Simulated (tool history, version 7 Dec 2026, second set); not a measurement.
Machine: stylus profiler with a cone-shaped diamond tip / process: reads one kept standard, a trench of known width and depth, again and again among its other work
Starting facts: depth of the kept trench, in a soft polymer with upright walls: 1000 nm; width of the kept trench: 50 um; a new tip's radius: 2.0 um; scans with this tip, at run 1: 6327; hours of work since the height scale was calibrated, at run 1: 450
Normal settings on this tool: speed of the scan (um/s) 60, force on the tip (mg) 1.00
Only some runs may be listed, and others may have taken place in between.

run   hour  speed of the scan (um/s)  force on the tip (mg)  scans with this tip  hours of work since the height scale was calibrated  depth of the trench (angstrom)  width of the trench's floor (nm)
  1    0.0                        60                   1.00                 6327                                                  450                         10055.7                             43850
  2    9.9                        60                   1.00                 6392                                                  455                         10056.1                             43950
  3   18.6                        60                   1.00                 6449                                                  459                         10057.2                             43900
  4   33.0                        60                   1.00                 6545                                                  466                         10060.2                             43900
  5   46.4                        60                   1.00                 6634                                                  472                         10059.5                             43830
  6   60.8                        60                   1.00                 6729                                                  479                         10056.7                             43830
  7   75.0                        60                   1.00                 6823                                                  486                         10057.8                             43850
  8   89.0                        60                   1.00                 6916                                                  492                         10059.9                             43810
  9  108.4                        60                   0.52                 7045                                                  502                         10046.7                             43550
 10  119.9                        41                   0.52                 7121                                                  507                         10041.8                             43780
 11  136.7                        55                   0.52                 7232                                                  515                         10043.8                             43540
 12  156.1                        55                   0.52                 7360                                                  524                         10045.1                             43510
 13  168.6                        55                   0.76                 7444                                                  530                         10050.4                             43610
 14  179.6                        60                   1.00                 7516                                                  535                         10059.7                             43590
 15  192.2                        60                   1.74                 7600                                                  541                         10077.2                             43780
 16  203.3                       144                   1.00                 7673                                                  546                         10055.9                             42840
 17  221.1                        60                   1.00                 7791                                                  555                         10058.8                             43580
 18  230.2                        60                   1.00                 7852                                                  559                         10060.7                             43550
 19  246.8                        60                   1.00                 7961                                                  567                         10063.4                             43520
 20  259.9                        60                   1.00                 8048                                                  573                         10062.0                             43540
 21  271.4                        60                   0.66                 8125                                                  579                         10049.7                             43360
 22  280.4                        60                   1.00                 8184                                                  583                         10060.9                             43450
 23  293.3                        60                   1.00                 8270                                                  589                         10061.7                             43450
 24  311.0                        96                   2.32                 8387                                                  597                         10095.1                             43350
 25  325.3                        28                   0.39                 8481                                                  604                         10047.3                             43580
 26  337.2                        42                   1.02                 8560                                                  610                         10059.8                             43500
 27  351.9                        42                   1.02                 8657                                                  616                         10063.2                             43540
 28  371.8                        42                   1.02                 8789                                                  626                         10061.6                             43520
 29  383.8                        38                   0.47                 8869                                                  632                         10047.7                             43320
     385.6  -- height scale calibrated on a step standard
 30  398.2                        38                   0.47                 8961                                                    6                         10055.6                             43380
 31  415.9                        38                   0.47                 9078                                                   14                         10056.4                             43380
 32  431.6                        38                   0.47                 9182                                                   22                         10055.0                             43290
 33  450.6                        38                   0.47                 9308                                                   31                         10060.6                             43260
 34  469.2                        38                   0.47                 9431                                                   39                         10063.8                             43260
     479.5  -- height scale calibrated on a step standard, once more
 35  479.5                        38                   0.47                 9496                                                    0                         10023.9                             43220
 36  492.3                        38                   0.47                 9581                                                    6                         10019.1                             43170
 37  504.5                       131                   1.79                 9662                                                   12                         10056.6                             42810
 38  520.8                       131                   1.79                 9770                                                   19                         10057.1                             42760
 39  538.8                       131                   1.79                 9889                                                   28                         10057.9                             42730
 40  548.7                       133                   1.17                 9955                                                   33                         10043.0                             42520
 41  562.6                       133                   1.17                10047                                                   39                         10044.9                             42490
 42  577.8                        60                   0.67                10147                                                   46                         10033.4                             42930
 43  597.2                       133                   0.67                10276                                                   56                         10028.0                             42060
 44  613.0                       133                   0.67                10381                                                   63                         10031.2                             42040
 45  628.6                       146                   0.85                10484                                                   70                         10033.6                             42090
 46  644.9                        40                   1.40                10592                                                   78                         10054.3                             43180

Predict each of these 4 candidate next runs independently; none follows another, all start after run 46:
  A  657.1                       174                   1.78                10673                                                   84                               ?                                 ?
  B  657.1                        60                   0.39                10673                                                   84                               ?                                 ?
  C  657.1                       199                   1.68                10673                                                   84                               ?                                 ?
  D  657.1                       132                   2.13                10673                                                   84                               ?                                 ?

run  depth of the trench (angstrom)  width of the trench's floor (nm)
  A                         10058.7                             42270
  B                         10021.6                             42610
  C                         10053.5                             42040
  D                         10069.2                             42620
Without the tool's unlogged condition, the same runs would have read:
run  depth of the trench (angstrom)  width of the trench's floor (nm)
  A                         10056.1                             45340
  B                         10019.0                             45680
  C                         10050.9                             45110
  D                         10066.6                             45690

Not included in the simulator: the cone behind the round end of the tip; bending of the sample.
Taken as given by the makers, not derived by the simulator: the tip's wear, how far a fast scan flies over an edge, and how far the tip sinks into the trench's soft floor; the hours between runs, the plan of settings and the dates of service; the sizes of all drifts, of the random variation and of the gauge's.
